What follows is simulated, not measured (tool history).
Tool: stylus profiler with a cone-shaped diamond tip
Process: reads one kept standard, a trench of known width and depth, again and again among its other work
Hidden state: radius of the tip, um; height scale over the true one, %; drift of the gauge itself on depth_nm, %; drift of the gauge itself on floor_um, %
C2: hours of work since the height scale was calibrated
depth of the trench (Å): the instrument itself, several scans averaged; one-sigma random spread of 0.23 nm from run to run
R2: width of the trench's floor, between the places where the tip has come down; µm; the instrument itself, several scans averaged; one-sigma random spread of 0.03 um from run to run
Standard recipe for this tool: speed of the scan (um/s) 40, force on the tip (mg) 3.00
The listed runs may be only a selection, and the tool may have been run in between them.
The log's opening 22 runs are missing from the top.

run 23 day=26.521 | speed_of_the_scan_(um/s)=58 force_on_the_tip_(mg)=2.78 | scans_with_this_tip=4175 C2=79 | depth_of_the_trench_(Å)=10127.0 R2=25.23
run 24 day=27.912 | speed_of_the_scan_(um/s)=58 force_on_the_tip_(mg)=2.78 | scans_with_this_tip=4308 C2=98 | depth_of_the_trench_(Å)=10126.9 R2=25.23
run 25 day=29.088 | speed_of_the_scan_(um/s)=64 force_on_the_tip_(mg)=1.41 | scans_with_this_tip=4420 C2=114 | depth_of_the_trench_(Å)=10081.9 R2=25.06
run 26 day=30.388 | speed_of_the_scan_(um/s)=148 force_on_the_tip_(mg)=1.33 | scans_with_this_tip=4544 C2=131 | depth_of_the_trench_(Å)=10084.2 R2=24.36
run 27 day=31.362 | speed_of_the_scan_(um/s)=49 force_on_the_tip_(mg)=2.36 | scans_with_this_tip=4637 C2=145 | depth_of_the_trench_(Å)=10116.8 R2=25.21
run 28 day=33.162 | speed_of_the_scan_(um/s)=115 force_on_the_tip_(mg)=2.73 | scans_with_this_tip=4809 C2=169 | depth_of_the_trench_(Å)=10132.9 R2=24.88
run 29 day=34.638 | speed_of_the_scan_(um/s)=68 force_on_the_tip_(mg)=1.80 | scans_with_this_tip=4949 C2=189 | depth_of_the_trench_(Å)=10102.5 R2=25.01
run 30 day=36.175 | speed_of_the_scan_(um/s)=24 force_on_the_tip_(mg)=4.16 | scans_with_this_tip=5096 C2=210 | depth_of_the_trench_(Å)=10175.0 R2=25.37

Branching from run 30: 4 alternative next runs. What would each branch give?
run A day=37.158 | speed_of_the_scan_(um/s)=104 force_on_the_tip_(mg)=1.13 | scans_with_this_tip=5190 C2=223 | depth_of_the_trench_(Å)=? R2=?
run B day=37.158 | speed_of_the_scan_(um/s)=18 force_on_the_tip_(mg)=2.27 | scans_with_this_tip=5190 C2=223 | depth_of_the_trench_(Å)=? R2=?
run C day=37.158 | speed_of_the_scan_(um/s)=130 force_on_the_tip_(mg)=1.12 | scans_with_this_tip=5190 C2=223 | depth_of_the_trench_(Å)=? R2=?
run D day=37.158 | speed_of_the_scan_(um/s)=17 force_on_the_tip_(mg)=5.85 | scans_with_this_tip=5190 C2=223 | depth_of_the_trench_(Å)=? R2=?

run=A depth_of_the_trench_(Å)=10080.1 R2=24.53
run=B depth_of_the_trench_(Å)=10119.5 R2=25.30
run=C depth_of_the_trench_(Å)=10079.2 R2=24.34
run=D depth_of_the_trench_(Å)=10212.2 R2=25.37
With no hidden state in the tool, these same runs would have given:
run=A depth_of_the_trench_(Å)=10069.5 R2=25.11
run=B depth_of_the_trench_(Å)=10108.8 R2=25.88
run=C depth_of_the_trench_(Å)=10068.5 R2=24.91
run=D depth_of_the_trench_(Å)=10201.5 R2=25.94

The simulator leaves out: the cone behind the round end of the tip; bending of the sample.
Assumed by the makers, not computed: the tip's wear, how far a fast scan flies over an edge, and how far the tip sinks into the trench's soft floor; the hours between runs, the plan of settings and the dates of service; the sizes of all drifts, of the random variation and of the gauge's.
